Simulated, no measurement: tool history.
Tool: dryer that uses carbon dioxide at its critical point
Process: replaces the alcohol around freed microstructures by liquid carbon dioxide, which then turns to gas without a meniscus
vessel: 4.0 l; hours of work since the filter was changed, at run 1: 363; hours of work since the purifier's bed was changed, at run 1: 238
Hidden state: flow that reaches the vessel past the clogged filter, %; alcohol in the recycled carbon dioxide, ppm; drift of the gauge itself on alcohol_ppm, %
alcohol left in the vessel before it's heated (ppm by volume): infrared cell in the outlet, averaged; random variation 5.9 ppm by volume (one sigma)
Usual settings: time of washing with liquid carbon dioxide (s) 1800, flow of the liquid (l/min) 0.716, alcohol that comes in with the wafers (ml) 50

run	hour	time of washing with liquid carbon dioxide (s)	flow of the liquid (l/min)	alcohol that comes in with the wafers (ml)	hours of work since the filter was changed	hours of work since the purifier's bed was changed	alcohol left in the vessel before it's heated (ppm by volume)
1	0	1800	0.716	50	363	238	306
2	14.5	1800	0.545	50	370	245	686
3	22.2	1800	0.545	50	374	248	697
4	34.8	1800	0.545	50	380	254	696
5	46.1	1800	0.716	50	385	260	313
6	58.2	1800	0.716	50	391	266	316
7	69.5	1800	0.716	50	397	271	323
8	83.1	2220	0.716	50	403	278	162
9	97.8	1800	0.716	50	410	285	327
10	106.7	1800	0.716	50	415	289	322
11	119.5	1800	0.716	50	421	295	318
12	126.2	1800	0.716	50	424	298	313
13	135.8	2220	0.754	88	429	303	213
14	148	1320	1.033	113	435	309	563
15	157.5	1320	1.033	113	439	314	563
16	166.8	1320	1.033	113	444	318	559
17	174.6	1320	1.033	113	447	322	539
18	183.8	1320	1.033	113	452	326	568
19	192.3	1080	0.766	99	456	330	2123
20	200.2	2040	0.766	45	460	334	189
21	213.3	1380	0.45	45	466	341	1786
22	228.2	2760	1.143	43	473	348	89
23	236.1	2580	0.716	64	477	352	149

Forecast each of these 3 alternatives for the next run:
A	248.2	1320	0.459	45	483	357	?
B	248.2	1800	1.006	82	483	357	?
C	248.2	1200	0.716	28	483	357	?

run	alcohol left in the vessel before it's heated (ppm by volume)
A	1918
B	172
C	607
Without the tool's hidden state the same runs would have given:
run	alcohol left in the vessel before it's heated (ppm by volume)
A	1617
B	63
C	444

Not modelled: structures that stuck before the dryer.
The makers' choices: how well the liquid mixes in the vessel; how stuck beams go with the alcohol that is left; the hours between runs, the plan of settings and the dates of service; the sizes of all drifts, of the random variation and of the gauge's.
